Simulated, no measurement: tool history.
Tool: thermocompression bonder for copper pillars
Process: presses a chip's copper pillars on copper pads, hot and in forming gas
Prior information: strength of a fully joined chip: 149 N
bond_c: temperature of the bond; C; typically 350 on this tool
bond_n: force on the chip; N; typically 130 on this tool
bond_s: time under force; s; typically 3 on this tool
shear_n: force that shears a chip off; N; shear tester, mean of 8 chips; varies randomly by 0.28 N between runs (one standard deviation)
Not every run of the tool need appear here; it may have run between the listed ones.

run 1 hour=0.0 | bond_c=350 bond_n=130 bond_s=3 | shear_n=106.9
-- hour=7.6 forming gas filter changed
run 2 hour=45.6 | bond_c=350 bond_n=130 bond_s=3 | shear_n=112.4
run 3 hour=84.7 | bond_c=350 bond_n=130 bond_s=3 | shear_n=112.7
run 4 hour=149.3 | bond_c=350 bond_n=130 bond_s=3 | shear_n=112.8
run 5 hour=210.0 | bond_c=350 bond_n=130 bond_s=3 | shear_n=112.5
run 6 hour=241.7 | bond_c=350 bond_n=130 bond_s=3 | shear_n=112.6
run 7 hour=302.8 | bond_c=350 bond_n=130 bond_s=3 | shear_n=111.8
-- hour=310.8 heater calibrated with a thermocouple chip
run 8 hour=369.6 | bond_c=350 bond_n=130 bond_s=3 | shear_n=111.5
run 9 hour=425.9 | bond_c=350 bond_n=130 bond_s=3 | shear_n=111.7
run 10 hour=466.2 | bond_c=350 bond_n=130 bond_s=3 | shear_n=111.8
-- hour=485.5 heater calibrated with a thermocouple chip, once more
run 11 hour=513.0 | bond_c=374 bond_n=146 bond_s=3 | shear_n=131.0
run 12 hour=545.4 | bond_c=374 bond_n=80 bond_s=5 | shear_n=104.6
run 13 hour=584.5 | bond_c=374 bond_n=80 bond_s=5 | shear_n=104.2
run 14 hour=641.0 | bond_c=374 bond_n=80 bond_s=5 | shear_n=104.4

Predict the results of run 15:
run 15 hour=693.6 | bond_c=374 bond_n=80 bond_s=5 | shear_n=?

For run 15 the tool returned shear_n 103.7 N.
If the tool had no hidden condition, the same run with the same run-to-run variation would have returned shear_n 105.2 N.

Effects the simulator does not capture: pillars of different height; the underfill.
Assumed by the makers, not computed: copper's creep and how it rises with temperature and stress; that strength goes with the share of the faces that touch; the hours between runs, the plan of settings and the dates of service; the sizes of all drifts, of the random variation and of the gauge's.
